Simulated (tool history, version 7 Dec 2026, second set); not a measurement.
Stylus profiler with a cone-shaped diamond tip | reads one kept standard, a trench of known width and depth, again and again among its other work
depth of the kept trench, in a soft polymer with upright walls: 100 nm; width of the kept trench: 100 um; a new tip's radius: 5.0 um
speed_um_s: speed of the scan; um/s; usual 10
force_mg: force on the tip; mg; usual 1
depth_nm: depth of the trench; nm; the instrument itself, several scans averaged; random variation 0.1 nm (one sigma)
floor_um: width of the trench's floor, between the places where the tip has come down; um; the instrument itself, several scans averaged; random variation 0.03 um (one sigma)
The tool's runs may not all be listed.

run   hour  speed_um_s  force_mg  depth_nm  floor_um
  1      0          10         1    100.87     97.99
  2   28.3          10         1    100.85        98
  3   49.7           9         1    100.89     97.99
  4   67.7           4         1    101.06        98
  5     81           4         1       101     97.95
  6  110.4           4         1    100.83     97.96
  7    133           4         1    101.01     98.02
  8  146.3           4         1    100.89     98.02
  9  174.8           4         1    100.79     98.02
 10  191.6           4         1    101.12     97.97
 11  210.3          10      2.38    101.65     98.01
 12  226.9           2         1    100.79     97.99
 13  239.7          10      1.93    101.46     97.96
 14    267          10      1.93    101.27     97.98
 15  287.7          10         1    101.06     97.98
 16  315.2          10         1    101.16     97.97
 17  336.7          10         1    100.96     98.03
 18  354.4          10      1.73     101.5     97.98
 19  380.6          10      1.73    101.29     97.95
 20  397.4          10         1    101.13     97.92
 21  426.1          10         1     100.9     97.98
 22  439.5          10         1    100.95     97.94
 23  468.9          10         1    101.16     97.96
 24  497.2          10      1.41    101.34     97.97
 25    525          10      0.41    100.71     97.88
 26  542.1          17      1.02    101.11     97.96
 27  559.1           4      0.34    100.57     97.93
 28  588.8           3       1.6    101.24     98.02
 29  617.7          29      0.63    100.76     97.81
 30  645.9          29      0.63    100.85     97.85
 31  667.7           3      1.15    101.16     97.97
 32  682.3           3      1.15    101.33     97.92
 33  705.9           3      1.15     101.4     98.01
 34  726.6           4         1    101.05     97.99
 35    741           4         1    101.09     97.95
 36  758.1          15      2.19    101.58     97.99
 37  773.7          28      0.34    100.69      97.8
 38  797.6          23       1.8    101.47     97.97
 39  819.6           6       1.8     101.5      97.9
 40  844.7           4         1    101.05     97.94
 41  862.5          22      0.71    101.14     97.87
 42  879.4           3      0.58    100.91     97.93
 43  891.9          16      0.88    101.26     97.88
 44  915.6          16      0.88    101.08      97.9
 45  934.5          16      0.88    101.19     97.87
 46  956.6          16      0.88    101.09     97.92

Forecast each of these 5 alternatives for the next run:
  A  969.8           3      1.68         ?         ?
  B  969.8           4      2.54         ?         ?
  C  969.8          28      0.42         ?         ?
  D  969.8           3         1         ?         ?
  E  969.8           5      1.61         ?         ?

run  depth_nm  floor_um
  A    101.42     97.99
  B    101.94     97.98
  C    100.72     97.83
  D    101.29     97.94
  E     101.3     97.92
Without the tool's hidden state the same runs would have given:
run  depth_nm  floor_um
  A    101.12     98.03
  B    101.64     98.03
  C    100.42     97.88
  D    100.99     97.99
  E       101     97.97

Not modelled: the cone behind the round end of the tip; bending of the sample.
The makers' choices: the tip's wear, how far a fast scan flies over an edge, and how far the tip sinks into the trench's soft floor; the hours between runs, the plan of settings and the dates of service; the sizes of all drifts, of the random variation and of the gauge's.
